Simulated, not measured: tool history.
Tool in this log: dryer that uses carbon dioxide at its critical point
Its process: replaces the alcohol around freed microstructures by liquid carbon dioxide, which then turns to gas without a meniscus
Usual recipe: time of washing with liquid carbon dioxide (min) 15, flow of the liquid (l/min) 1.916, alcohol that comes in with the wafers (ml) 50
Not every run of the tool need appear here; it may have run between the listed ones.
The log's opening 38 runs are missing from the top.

run,hour,time of washing with liquid carbon dioxide (min),flow of the liquid (l/min),alcohol that comes in with the wafers (ml),hours of work since the filter was changed,hours of work since the purifier's bed was changed,alcohol left in the vessel before it's heated (ppm by volume)
39,247.4,17,1.41,34,465,149,131
40,251.5,20,1.27,76,467,151,207
41,260,20,2.93,64,471,155,31
42,266.1,20,2.93,64,473,157,20
43,274.9,20,2.93,69,477,161,27
44,284.3,24,2.93,69,482,166,28
45,293.4,24,2.93,69,486,170,36
46,297.7,24,2.93,69,488,172,30
47,303.3,15,1.9,50,490,174,91

What if the next run were any one of these 3? Each begins from the tool's condition after run 47:
A,312.8,15,1.9,66,494,178,?
B,312.8,15,1.9,39,494,178,?
C,312.8,18,1.9,50,494,178,?

run,alcohol left in the vessel before it's heated (ppm by volume)
A,110
B,82
C,56
Stripped of hidden state, with their random variation kept, the same runs would have yielded:
run,alcohol left in the vessel before it's heated (ppm by volume)
A,41
B,30
C,17
